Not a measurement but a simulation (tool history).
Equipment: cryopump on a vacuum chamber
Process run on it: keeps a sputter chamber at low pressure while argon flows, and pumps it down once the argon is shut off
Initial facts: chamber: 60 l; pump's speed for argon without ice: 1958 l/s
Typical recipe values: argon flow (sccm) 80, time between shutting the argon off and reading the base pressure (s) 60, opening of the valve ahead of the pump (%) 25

run,hour,argon flow (sccm),time between shutting the argon off and reading the base pressure (s),opening of the valve ahead of the pump (%),pressure while argon flows (Pa),pressure after the wait (uPa)
1,0.0,80,60,25,0.2841,1.98
2,31.5,80,60,25,0.2839,2.00
3,52.6,138,60,25,0.4927,2.06
4,94.6,138,60,25,0.4912,2.13
5,116.3,80,60,25,0.2832,2.12
6,159.7,80,60,25,0.2853,2.11
7,202.9,33,60,25,0.1173,2.20
8,233.7,80,60,56,0.1339,2.18
9,278.8,80,60,56,0.1351,2.26
10,314.1,39,60,28,0.1254,2.38
11,345.6,80,47,49,0.1547,2.59
# hour 357.3: pump warmed up, emptied and cooled again
12,374.0,80,60,25,0.2778,2.21
13,415.0,80,60,21,0.3320,2.22
14,446.0,99,22,45,0.1910,3.82
15,491.0,99,22,45,0.1933,3.83
16,523.9,34,60,54,0.0556,2.38
17,548.6,54,60,25,0.1875,2.30
18,579.6,54,60,25,0.1892,2.34

Predict each of these 3 candidate next runs independently; none follows another, all start after run 18:
A,613.1,44,60,25,?,?
B,613.1,54,23,17,?,?
C,613.1,54,37,37,?,?

run,pressure while argon flows (Pa),pressure after the wait (uPa)
A,0.1549,2.42
B,0.2759,3.76
C,0.1292,2.98
Without the tool's unlogged condition, the same runs would have read:
run,pressure while argon flows (Pa),pressure after the wait (uPa)
A,0.1528,1.02
B,0.2734,2.38
C,0.1267,1.57
